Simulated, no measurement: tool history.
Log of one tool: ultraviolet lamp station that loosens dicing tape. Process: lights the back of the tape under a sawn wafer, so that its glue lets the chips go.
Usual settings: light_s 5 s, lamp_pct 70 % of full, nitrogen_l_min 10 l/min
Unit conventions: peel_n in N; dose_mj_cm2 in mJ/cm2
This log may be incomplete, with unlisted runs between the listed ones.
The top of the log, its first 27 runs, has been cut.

| run | hour | light_s | lamp_pct | nitrogen_l_min | peel_n | dose_mj_cm2 |
|---|---|---|---|---|---|---|
| 28 | 508.9 | 5 | 70 | 13 | 1.205 | 450 |
| 29 | 528.8 | 6 | 60 | 8 | 1.450 | 461 |
| 30 | 551.4 | 6 | 60 | 8 | 1.413 | 465 |
| 31 | 575.0 | 8 | 70 | 4 | 0.955 | 720 |
| 32 | 592.5 | 6 | 66 | 17 | 0.906 | 506 |
| 33 | 605.8 | 2 | 62 | 5 | 4.989 | 157 |
| 34 | 617.9 | 5 | 75 | 10 | 1.214 | 487 |
| 35 | 632.8 | 5 | 75 | 10 | 1.218 | 485 |
| 36 | 653.2 | 5 | 75 | 10 | 1.232 | 481 |

Below are 3 alternative next runs, each starting from the tool's condition after run 36. Predict each:
| A | 676.2 | 5 | 71 | 20 | ? | ? |
| B | 676.2 | 3 | 78 | 14 | ? | ? |
| C | 676.2 | 3 | 85 | 6 | ? | ? |

| run | peel_n | dose_mj_cm2 |
|---|---|---|
| A | 1.005 | 457 |
| B | 2.260 | 299 |
| C | 2.643 | 331 |
Without the tool's hidden state the same runs would have given:
| run | peel_n | dose_mj_cm2 |
|---|---|---|
| A | 1.002 | 457 |
| B | 2.256 | 299 |
| C | 2.639 | 332 |
